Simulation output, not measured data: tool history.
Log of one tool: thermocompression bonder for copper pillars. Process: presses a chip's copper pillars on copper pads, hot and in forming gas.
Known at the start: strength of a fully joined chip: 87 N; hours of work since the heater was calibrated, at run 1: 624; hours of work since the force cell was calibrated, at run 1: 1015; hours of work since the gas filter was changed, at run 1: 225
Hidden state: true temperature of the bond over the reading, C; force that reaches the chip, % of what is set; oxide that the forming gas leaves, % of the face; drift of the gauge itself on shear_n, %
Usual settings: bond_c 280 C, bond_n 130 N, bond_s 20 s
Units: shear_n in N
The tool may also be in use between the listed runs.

run	hour	bond_c	bond_n	bond_s	hours of work since the heater was calibrated	hours of work since the force cell was calibrated	hours of work since the gas filter was changed	shear_n
1	0.0	280	130	20	624	1015	225	31.3
2	49.9	280	130	20	648	1039	250	33.1
3	75.4	280	130	20	661	1052	262	31.8
# hour 103.6: heater calibrated with a thermocouple chip
4	114.4	280	130	20	5	1070	280	34.6
5	137.0	280	130	20	16	1081	291	34.3
6	178.0	280	130	20	37	1101	312	33.1
7	226.5	280	130	20	60	1125	335	33.7
8	267.6	280	130	20	80	1145	356	33.8
9	295.1	280	130	29	94	1158	369	38.8
10	331.7	255	130	20	112	1176	387	23.4
11	371.1	255	130	20	131	1196	406	23.4
12	422.5	280	130	20	156	1221	432	34.9
13	465.5	261	130	20	178	1242	453	25.1
14	492.3	308	130	20	191	1255	466	46.5
# hour 510.8: forming gas filter changed
15	527.1	308	130	20	208	1272	8	47.8
16	562.7	308	130	20	225	1289	25	47.5
17	602.2	273	95	12	244	1309	45	21.1
18	636.7	259	101	44	261	1326	62	30.2
19	675.7	259	101	44	280	1345	81	31.0
20	709.4	259	113	44	297	1361	97	31.4
21	741.5	273	85	25	313	1377	113	26.9

The next listed run, before its measurement:
22	776.7	265	97	27	330	1394	130	?

{"run 22": {"shear_n": 26.8}}
Without the tool's hidden state the same run would have given shear_n 28.5 N.
